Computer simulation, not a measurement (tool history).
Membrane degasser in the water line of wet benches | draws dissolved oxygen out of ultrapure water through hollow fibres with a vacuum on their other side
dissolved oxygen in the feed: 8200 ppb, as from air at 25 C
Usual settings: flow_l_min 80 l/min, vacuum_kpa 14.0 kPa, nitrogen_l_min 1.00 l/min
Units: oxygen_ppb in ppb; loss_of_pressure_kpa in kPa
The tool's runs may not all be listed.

| run | day | flow_l_min | vacuum_kpa | nitrogen_l_min | oxygen_ppb | loss_of_pressure_kpa |
|---|---|---|---|---|---|---|
| 1 | 0.000 | 80 | 14.0 | 1.00 | 1289.7 | 38.04 |
| 2 | 1.708 | 80 | 14.0 | 1.00 | 1288.6 | 38.11 |
| 3 | 3.388 | 80 | 14.0 | 1.00 | 1288.1 | 38.44 |
| 4 | 5.496 | 80 | 14.0 | 1.00 | 1289.4 | 38.16 |
| 5 | 6.983 | 80 | 14.0 | 1.00 | 1290.4 | 38.53 |
| 6 | 8.983 | 80 | 14.0 | 1.00 | 1289.8 | 38.05 |
| 7 | 10.871 | 65 | 14.0 | 1.00 | 1126.0 | 31.15 |
| 8 | 13.100 | 65 | 14.0 | 1.00 | 1124.1 | 31.20 |
| 9 | 14.904 | 65 | 14.0 | 1.00 | 1125.5 | 31.22 |
| 10 | 16.800 | 80 | 14.0 | 1.53 | 974.2 | 38.22 |
| 11 | 17.867 | 80 | 14.0 | 1.53 | 975.0 | 38.28 |
| 12 | 19.133 | 80 | 14.0 | 1.53 | 975.9 | 38.51 |
| 13 | 21.171 | 80 | 12.1 | 1.53 | 817.5 | 38.35 |
| 14 | 23.067 | 80 | 12.1 | 0.63 | 1417.9 | 38.30 |
| 15 | 24.746 | 80 | 12.1 | 0.63 | 1417.4 | 38.45 |
| 16 | 26.492 | 68 | 12.1 | 0.63 | 1292.9 | 32.52 |
| 17 | 27.821 | 68 | 12.1 | 0.63 | 1294.0 | 32.66 |
| 18 | 28.867 | 55 | 14.0 | 0.45 | 1638.1 | 26.26 |
| 19 | 30.275 | 80 | 14.4 | 1.29 | 1129.7 | 38.24 |
| 20 | 32.179 | 53 | 14.0 | 1.38 | 774.3 | 25.26 |
| 21 | 33.383 | 121 | 14.0 | 2.23 | 1028.6 | 57.97 |
| 22 | 35.238 | 80 | 34.5 | 0.49 | 4187.6 | 38.27 |
| 23 | 37.188 | 69 | 14.0 | 1.22 | 1026.1 | 32.94 |
|  | 37.367 | vacuum gauge calibrated |
| 24 | 38.775 | 90 | 23.5 | 1.23 | 2079.4 | 43.02 |
| 25 | 40.171 | 80 | 14.0 | 1.08 | 1229.3 | 38.47 |
| 26 | 42.250 | 65 | 26.5 | 0.83 | 2405.6 | 30.87 |
| 27 | 44.562 | 65 | 11.1 | 1.68 | 583.5 | 31.03 |
| 28 | 46.242 | 73 | 13.2 | 1.43 | 891.4 | 34.94 |
| 29 | 48.471 | 104 | 17.2 | 1.00 | 1886.1 | 49.57 |
| 30 | 49.867 | 74 | 8.9 | 1.75 | 461.6 | 35.31 |
| 31 | 51.004 | 126 | 13.8 | 0.98 | 1691.8 | 60.46 |
| 32 | 52.921 | 116 | 13.8 | 1.23 | 1421.0 | 55.79 |
| 33 | 54.121 | 116 | 13.8 | 1.23 | 1421.1 | 55.47 |

Forecast each of these 3 alternatives for the next run:
| A | 55.529 | 57 | 14.0 | 1.35 | ? | ? |
| B | 55.529 | 105 | 12.8 | 0.66 | ? | ? |
| C | 55.529 | 97 | 22.2 | 2.81 | ? | ? |

| run | oxygen_ppb | loss_of_pressure_kpa |
|---|---|---|
| A | 832.2 | 27.15 |
| B | 1709.7 | 50.15 |
| C | 1202.0 | 46.45 |
Without the tool's hidden state the same runs would have given:
| run | oxygen_ppb | loss_of_pressure_kpa |
|---|---|---|
| A | 832.1 | 27.14 |
| B | 1709.6 | 50.13 |
| C | 1201.9 | 46.43 |
